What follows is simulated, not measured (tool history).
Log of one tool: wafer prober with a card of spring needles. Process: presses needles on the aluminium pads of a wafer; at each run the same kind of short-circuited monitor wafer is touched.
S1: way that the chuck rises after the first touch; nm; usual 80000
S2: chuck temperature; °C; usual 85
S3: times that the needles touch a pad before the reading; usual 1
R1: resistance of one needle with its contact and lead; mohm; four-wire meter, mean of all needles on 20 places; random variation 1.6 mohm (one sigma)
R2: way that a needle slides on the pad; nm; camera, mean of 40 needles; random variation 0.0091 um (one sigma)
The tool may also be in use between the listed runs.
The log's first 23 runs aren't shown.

-- day=18.904 height of the first contact set anew
-- day=18.946 tips cleaned on abrasive film
run 24 day=18.946 | S1=90000 S2=49 S3=1 | R1=159 R2=21919
run 25 day=20.017 | S1=90000 S2=49 S3=1 | R1=192 R2=21918
-- day=20.296 tips cleaned on abrasive film
run 26 day=20.696 | S1=90000 S2=49 S3=1 | R1=174 R2=21906
run 27 day=21.438 | S1=65000 S2=72 S3=3 | R1=186 R2=15794
-- day=21.683 tips cleaned on abrasive film
run 28 day=22.529 | S1=89000 S2=85 S3=2 | R1=182 R2=21646
-- day=23.033 tips cleaned on abrasive film
run 29 day=23.375 | S1=89000 S2=112 S3=2 | R1=176 R2=21625
run 30 day=24.146 | S1=81000 S2=85 S3=1 | R1=204 R2=19673
-- day=24.442 tips cleaned on abrasive film
run 31 day=25.300 | S1=81000 S2=85 S3=1 | R1=198 R2=19647
-- day=25.817 tips cleaned on abrasive film
run 32 day=25.975 | S1=89000 S2=61 S3=1 | R1=169 R2=21598
-- day=27.154 tips cleaned on abrasive film
run 33 day=27.154 | S1=90000 S2=113 S3=2 | R1=169 R2=21792

3 ways to go on from here, each from the tool as it stands after run 33. What would each give?
run A day=28.046 | S1=83000 S2=113 S3=2 | R1=? R2=?
run B day=28.046 | S1=63000 S2=95 S3=2 | R1=? R2=?
run C day=28.046 | S1=80000 S2=85 S3=3 | R1=? R2=?

run=A R1=188 R2=20117
run=B R1=203 R2=15229
run=C R1=174 R2=19377
Without the tool's hidden state the same runs would have given:
run=A R1=168 R2=20240
run=B R1=170 R2=15351
run=C R1=160 R2=19499
